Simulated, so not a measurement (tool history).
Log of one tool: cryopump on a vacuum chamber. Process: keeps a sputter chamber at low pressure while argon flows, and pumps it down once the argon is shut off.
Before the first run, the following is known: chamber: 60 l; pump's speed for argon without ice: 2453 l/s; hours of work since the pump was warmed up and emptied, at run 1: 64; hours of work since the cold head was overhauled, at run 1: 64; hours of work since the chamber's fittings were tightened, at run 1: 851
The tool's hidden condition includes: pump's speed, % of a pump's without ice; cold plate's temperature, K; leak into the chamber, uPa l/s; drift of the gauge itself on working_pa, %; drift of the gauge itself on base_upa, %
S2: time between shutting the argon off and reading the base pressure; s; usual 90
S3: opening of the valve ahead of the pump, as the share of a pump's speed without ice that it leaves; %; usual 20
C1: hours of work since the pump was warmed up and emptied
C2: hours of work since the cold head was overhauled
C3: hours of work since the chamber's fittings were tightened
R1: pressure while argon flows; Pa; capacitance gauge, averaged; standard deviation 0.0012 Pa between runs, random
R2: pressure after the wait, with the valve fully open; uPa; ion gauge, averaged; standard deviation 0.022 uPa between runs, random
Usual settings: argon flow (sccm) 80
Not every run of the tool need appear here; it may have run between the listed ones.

{"run": 1, "hour": 0.0, "argon flow (sccm)": 80, "S2": 90, "S3": 20, "C1": 64, "C2": 64, "C3": 851, "R1": 0.2775, "R2": 1.38}
{"run": 2, "hour": 16.5, "argon flow (sccm)": 80, "S2": 90, "S3": 20, "C1": 72, "C2": 72, "C3": 859, "R1": 0.2775, "R2": 1.42}
{"run": 3, "hour": 33.3, "argon flow (sccm)": 80, "S2": 90, "S3": 20, "C1": 80, "C2": 80, "C3": 867, "R1": 0.2798, "R2": 1.4}
{"run": 4, "hour": 47.6, "argon flow (sccm)": 80, "S2": 90, "S3": 20, "C1": 87, "C2": 87, "C3": 874, "R1": 0.2766, "R2": 1.41}
{"run": 5, "hour": 69.6, "argon flow (sccm)": 80, "S2": 90, "S3": 20, "C1": 97, "C2": 97, "C3": 885, "R1": 0.2775, "R2": 1.4}
{"run": 6, "hour": 85.0, "argon flow (sccm)": 54, "S2": 56, "S3": 58, "C1": 105, "C2": 105, "C3": 892, "R1": 0.0654, "R2": 1.73}
{"run": 7, "hour": 101.1, "argon flow (sccm)": 54, "S2": 56, "S3": 58, "C1": 112, "C2": 112, "C3": 900, "R1": 0.0671, "R2": 1.78}
{"run": 8, "hour": 119.2, "argon flow (sccm)": 80, "S2": 90, "S3": 30, "C1": 121, "C2": 121, "C3": 909, "R1": 0.1871, "R2": 1.45}
{"run": 9, "hour": 135.2, "argon flow (sccm)": 155, "S2": 85, "S3": 27, "C1": 129, "C2": 129, "C3": 916, "R1": 0.4015, "R2": 1.48}
{"run": 10, "hour": 158.3, "argon flow (sccm)": 155, "S2": 85, "S3": 33, "C1": 140, "C2": 140, "C3": 927, "R1": 0.3283, "R2": 1.53}

Branching from run 10: 4 alternative next runs. What would each branch give?
{"run": "A", "hour": 181.9, "argon flow (sccm)": 43, "S2": 289, "S3": 32, "C1": 151, "C2": 151, "C3": 939, "R1": "?", "R2": "?"}
{"run": "B", "hour": 181.9, "argon flow (sccm)": 155, "S2": 21, "S3": 37, "C1": 151, "C2": 151, "C3": 939, "R1": "?", "R2": "?"}
{"run": "C", "hour": 181.9, "argon flow (sccm)": 103, "S2": 122, "S3": 20, "C1": 151, "C2": 151, "C3": 939, "R1": "?", "R2": "?"}
{"run": "D", "hour": 181.9, "argon flow (sccm)": 57, "S2": 69, "S3": 21, "C1": 151, "C2": 151, "C3": 939, "R1": "?", "R2": "?"}

run=A R1=0.0936 R2=1.12
run=B R1=0.2961 R2=3.14
run=C R1=0.3607 R2=1.4
run=D R1=0.1902 R2=1.64
Stripped of hidden state, with their random variation kept, the same runs would have yielded:
run=A R1=0.0915 R2=0.25
run=B R1=0.2886 R2=2.27
run=C R1=0.3557 R2=0.5
run=D R1=0.1874 R2=0.77
